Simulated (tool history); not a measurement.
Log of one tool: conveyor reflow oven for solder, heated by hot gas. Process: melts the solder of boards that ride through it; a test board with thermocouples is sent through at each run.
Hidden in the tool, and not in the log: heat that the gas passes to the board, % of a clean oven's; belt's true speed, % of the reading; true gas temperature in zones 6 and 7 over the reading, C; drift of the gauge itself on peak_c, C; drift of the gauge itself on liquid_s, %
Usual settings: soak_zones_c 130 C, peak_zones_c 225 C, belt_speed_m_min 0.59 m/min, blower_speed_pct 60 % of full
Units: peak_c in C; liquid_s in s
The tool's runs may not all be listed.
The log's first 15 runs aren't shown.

| run | day | soak_zones_c | peak_zones_c | belt_speed_m_min | blower_speed_pct | hours of work since the flux was cleaned out | hours of work since the belt drive was overhauled | hours of work since the thermocouples were changed | peak_c | liquid_s |
|---|---|---|---|---|---|---|---|---|---|---|
|  | 9.138 | belt drive overhauled, speed set with a stopwatch, once more |
| 16 | 9.317 | 130 | 225 | 0.59 | 60 | 230 | 2 | 355 | 206 | 40.3 |
| 17 | 9.992 | 130 | 225 | 0.59 | 60 | 237 | 8 | 361 | 205.7 | 40.2 |
| 18 | 10.771 | 142 | 225 | 0.59 | 60 | 244 | 16 | 369 | 208.2 | 46.8 |
| 19 | 11.262 | 142 | 225 | 0.59 | 60 | 249 | 21 | 374 | 208.3 | 46.8 |
| 20 | 11.908 | 142 | 238 | 0.59 | 74 | 256 | 27 | 380 | 223.3 | 59 |
| 21 | 12.767 | 142 | 238 | 0.59 | 74 | 264 | 36 | 389 | 223.5 | 58.9 |
| 22 | 13.5 | 122 | 230 | 0.59 | 60 | 271 | 43 | 396 | 208.2 | 40.4 |
| 23 | 14.138 | 127 | 213 | 0.59 | 60 | 277 | 49 | 402 | 195.2 | 25.8 |
| 24 | 14.538 | 128 | 222 | 0.556 | 59 | 281 | 53 | 406 | 204.3 | 41.1 |
| 25 | 15.396 | 128 | 222 | 0.556 | 59 | 290 | 61 | 414 | 204.5 | 40.7 |
| 26 | 16.038 | 128 | 222 | 0.556 | 59 | 296 | 68 | 421 | 204.3 | 40.9 |
| 27 | 16.833 | 128 | 222 | 0.556 | 59 | 304 | 75 | 428 | 204.3 | 40.9 |
| 28 | 17.5 | 130 | 215 | 0.59 | 55 | 310 | 82 | 435 | 195.3 | 26.6 |
| 29 | 18.167 | 128 | 216 | 0.612 | 90 | 317 | 88 | 441 | 204.1 | 38.6 |
| 30 | 18.95 | 130 | 225 | 0.612 | 90 | 324 | 96 | 449 | 212.4 | 46.4 |

5 ways to go on from here, each from the tool as it stands after run 30. What would each give?
| A | 19.396 | 131 | 225 | 0.505 | 90 | 329 | 100 | 453 | ? | ? |
| B | 19.396 | 130 | 225 | 0.679 | 60 | 329 | 100 | 453 | ? | ? |
| C | 19.396 | 139 | 225 | 0.505 | 60 | 329 | 100 | 453 | ? | ? |
| D | 19.396 | 130 | 236 | 0.59 | 60 | 329 | 100 | 453 | ? | ? |
| E | 19.396 | 139 | 223 | 0.59 | 60 | 329 | 100 | 453 | ? | ? |

| run | peak_c | liquid_s |
|---|---|---|
| A | 217.2 | 62.6 |
| B | 199.8 | 27.6 |
| C | 212.1 | 58.9 |
| D | 215.1 | 48.3 |
| E | 205.7 | 42.7 |
Without the tool's hidden state the same runs would have given:
| run | peak_c | liquid_s |
|---|---|---|
| A | 217.8 | 63.8 |
| B | 201.2 | 29.6 |
| C | 212.5 | 59.7 |
| D | 216.2 | 49.4 |
| E | 206.4 | 44 |
